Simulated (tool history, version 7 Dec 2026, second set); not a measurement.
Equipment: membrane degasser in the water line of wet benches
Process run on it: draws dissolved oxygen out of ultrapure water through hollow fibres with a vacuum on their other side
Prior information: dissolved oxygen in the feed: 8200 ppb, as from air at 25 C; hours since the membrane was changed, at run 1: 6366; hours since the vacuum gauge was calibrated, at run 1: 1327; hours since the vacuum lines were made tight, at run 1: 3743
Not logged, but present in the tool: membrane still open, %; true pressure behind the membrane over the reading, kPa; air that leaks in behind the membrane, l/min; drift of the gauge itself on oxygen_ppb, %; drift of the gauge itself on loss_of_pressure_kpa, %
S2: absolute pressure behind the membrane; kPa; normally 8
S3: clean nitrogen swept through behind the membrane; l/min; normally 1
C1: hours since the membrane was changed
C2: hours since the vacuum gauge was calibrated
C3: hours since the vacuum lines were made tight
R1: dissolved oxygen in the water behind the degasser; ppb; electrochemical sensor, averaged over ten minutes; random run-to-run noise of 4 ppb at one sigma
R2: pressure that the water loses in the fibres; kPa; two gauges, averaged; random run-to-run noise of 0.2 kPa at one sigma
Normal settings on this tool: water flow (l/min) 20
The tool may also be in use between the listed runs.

{"run": 1, "hour": 0.0, "water flow (l/min)": 20, "S2": 8, "S3": 1, "C1": 6366, "C2": 1327, "C3": 3743, "R1": 426.9, "R2": 46.22}
{"run": 2, "hour": 172.6, "water flow (l/min)": 20, "S2": 7.36, "S3": 1, "C1": 6539, "C2": 1500, "C3": 3916, "R1": 406, "R2": 46.41}
{"run": 3, "hour": 295.7, "water flow (l/min)": 20, "S2": 7.36, "S3": 1, "C1": 6662, "C2": 1623, "C3": 4039, "R1": 406.2, "R2": 46.49}
{"run": 4, "hour": 447.1, "water flow (l/min)": 17, "S2": 7.36, "S3": 1, "C1": 6813, "C2": 1774, "C3": 4190, "R1": 331.8, "R2": 39.44}
{"run": 5, "hour": 614.7, "water flow (l/min)": 13, "S2": 8, "S3": 1, "C1": 6981, "C2": 1942, "C3": 4358, "R1": 253.1, "R2": 30.35}
{"run": 6, "hour": 736.0, "water flow (l/min)": 13, "S2": 8, "S3": 1, "C1": 7102, "C2": 2063, "C3": 4479, "R1": 253.3, "R2": 30.12}
{"run": 7, "hour": 886.3, "water flow (l/min)": 20, "S2": 8, "S3": 1, "C1": 7252, "C2": 2214, "C3": 4630, "R1": 438.2, "R2": 46.35}
{"run": 8, "hour": 1058.8, "water flow (l/min)": 20, "S2": 8, "S3": 1, "C1": 7425, "C2": 2386, "C3": 4802, "R1": 445.1, "R2": 46.96}
{"run": 9, "hour": 1239.1, "water flow (l/min)": 20, "S2": 8, "S3": 1, "C1": 7605, "C2": 2566, "C3": 4982, "R1": 447.9, "R2": 46.74}
{"run": 10, "hour": 1381.5, "water flow (l/min)": 20, "S2": 8, "S3": 1, "C1": 7748, "C2": 2709, "C3": 5125, "R1": 440.9, "R2": 46.69}
{"run": 11, "hour": 1477.6, "water flow (l/min)": 20, "S2": 8, "S3": 1, "C1": 7844, "C2": 2805, "C3": 5221, "R1": 446.3, "R2": 46.84}
{"run": 12, "hour": 1628.9, "water flow (l/min)": 20, "S2": 8, "S3": 1, "C1": 7995, "C2": 2956, "C3": 5372, "R1": 441.7, "R2": 46.91}
{"run": 13, "hour": 1836.4, "water flow (l/min)": 17, "S2": 8, "S3": 1, "C1": 8203, "C2": 3164, "C3": 5580, "R1": 364.5, "R2": 40.11}
{"hour": 1938.7, "done": "seals of the vacuum lines changed"}
{"run": 14, "hour": 1950.3, "water flow (l/min)": 17, "S2": 8, "S3": 1, "C1": 8314, "C2": 3276, "C3": 12, "R1": 368.4, "R2": 39.9}
{"run": 15, "hour": 2057.8, "water flow (l/min)": 20, "S2": 8, "S3": 1, "C1": 8422, "C2": 3383, "C3": 119, "R1": 454.4, "R2": 46.86}
{"run": 16, "hour": 2235.3, "water flow (l/min)": 20, "S2": 8, "S3": 1.52, "C1": 8599, "C2": 3561, "C3": 297, "R1": 381.5, "R2": 47.16}
{"run": 17, "hour": 2429.9, "water flow (l/min)": 20, "S2": 8, "S3": 1.52, "C1": 8794, "C2": 3755, "C3": 491, "R1": 380.9, "R2": 46.67}
{"run": 18, "hour": 2627.6, "water flow (l/min)": 20, "S2": 8, "S3": 2.3, "C1": 8992, "C2": 3953, "C3": 689, "R1": 347.1, "R2": 47.45}
{"run": 19, "hour": 2713.7, "water flow (l/min)": 13, "S2": 8, "S3": 1.43, "C1": 9078, "C2": 4039, "C3": 775, "R1": 223.6, "R2": 30.74}
{"run": 20, "hour": 2869.2, "water flow (l/min)": 13, "S2": 8, "S3": 1.43, "C1": 9233, "C2": 4195, "C3": 930, "R1": 226.7, "R2": 30.78}
{"run": 21, "hour": 3072.9, "water flow (l/min)": 25, "S2": 16.38, "S3": 1, "C1": 9437, "C2": 4398, "C3": 1134, "R1": 971.1, "R2": 58.9}
{"run": 22, "hour": 3226.1, "water flow (l/min)": 25, "S2": 16.38, "S3": 1, "C1": 9590, "C2": 4551, "C3": 1287, "R1": 969, "R2": 59.03}
{"run": 23, "hour": 3332.3, "water flow (l/min)": 13, "S2": 8, "S3": 0.96, "C1": 9696, "C2": 4658, "C3": 1394, "R1": 276, "R2": 30.43}
{"run": 24, "hour": 3448.5, "water flow (l/min)": 20, "S2": 12.97, "S3": 1, "C1": 9813, "C2": 4774, "C3": 1510, "R1": 662.4, "R2": 47.87}
{"run": 25, "hour": 3614.7, "water flow (l/min)": 32, "S2": 11.76, "S3": 1, "C1": 9979, "C2": 4940, "C3": 1676, "R1": 995.4, "R2": 75.98}
{"run": 26, "hour": 3762.9, "water flow (l/min)": 32, "S2": 11.76, "S3": 1, "C1": 10127, "C2": 5088, "C3": 1824, "R1": 986.5, "R2": 75.89}
{"run": 27, "hour": 3932.4, "water flow (l/min)": 19, "S2": 8.16, "S3": 1, "C1": 10296, "C2": 5258, "C3": 1994, "R1": 439.8, "R2": 45.27}
{"run": 28, "hour": 4065.9, "water flow (l/min)": 19, "S2": 8.16, "S3": 1, "C1": 10430, "C2": 5391, "C3": 2127, "R1": 437.2, "R2": 45.1}
{"run": 29, "hour": 4178.3, "water flow (l/min)": 19, "S2": 8.16, "S3": 1, "C1": 10542, "C2": 5504, "C3": 2240, "R1": 435.3, "R2": 45.4}
{"run": 30, "hour": 4333.1, "water flow (l/min)": 19, "S2": 8.16, "S3": 1, "C1": 10697, "C2": 5658, "C3": 2394, "R1": 447.8, "R2": 45.15}
{"run": 31, "hour": 4509.6, "water flow (l/min)": 19, "S2": 16.5, "S3": 1, "C1": 10874, "C2": 5835, "C3": 2571, "R1": 753.8, "R2": 45.09}
{"run": 32, "hour": 4622.1, "water flow (l/min)": 20, "S2": 8.05, "S3": 1, "C1": 10986, "C2": 5947, "C3": 2683, "R1": 472.5, "R2": 47.68}
{"run": 33, "hour": 4766.0, "water flow (l/min)": 22, "S2": 8, "S3": 0.69, "C1": 11130, "C2": 6091, "C3": 2827, "R1": 620.6, "R2": 52.3}

3 ways to go on from here, each from the tool as it stands after run 33. What would each give?
{"run": "A", "hour": 4912.5, "water flow (l/min)": 27, "S2": 6.69, "S3": 1, "C1": 11277, "C2": 6238, "C3": 2974, "R1": "?", "R2": "?"}
{"run": "B", "hour": 4912.5, "water flow (l/min)": 16, "S2": 11.4, "S3": 0.61, "C1": 11277, "C2": 6238, "C3": 2974, "R1": "?", "R2": "?"}
{"run": "C", "hour": 4912.5, "water flow (l/min)": 24, "S2": 16.43, "S3": 1.21, "C1": 11277, "C2": 6238, "C3": 2974, "R1": "?", "R2": "?"}

run=A R1=593.4 R2=64.46
run=B R1=618.6 R2=38.13
run=C R1=863.4 R2=57.38
Without the tool's hidden state the same runs would have given:
run=A R1=499.5 R2=60.3
run=B R1=558.4 R2=35.67
run=C R1=787.1 R2=53.69

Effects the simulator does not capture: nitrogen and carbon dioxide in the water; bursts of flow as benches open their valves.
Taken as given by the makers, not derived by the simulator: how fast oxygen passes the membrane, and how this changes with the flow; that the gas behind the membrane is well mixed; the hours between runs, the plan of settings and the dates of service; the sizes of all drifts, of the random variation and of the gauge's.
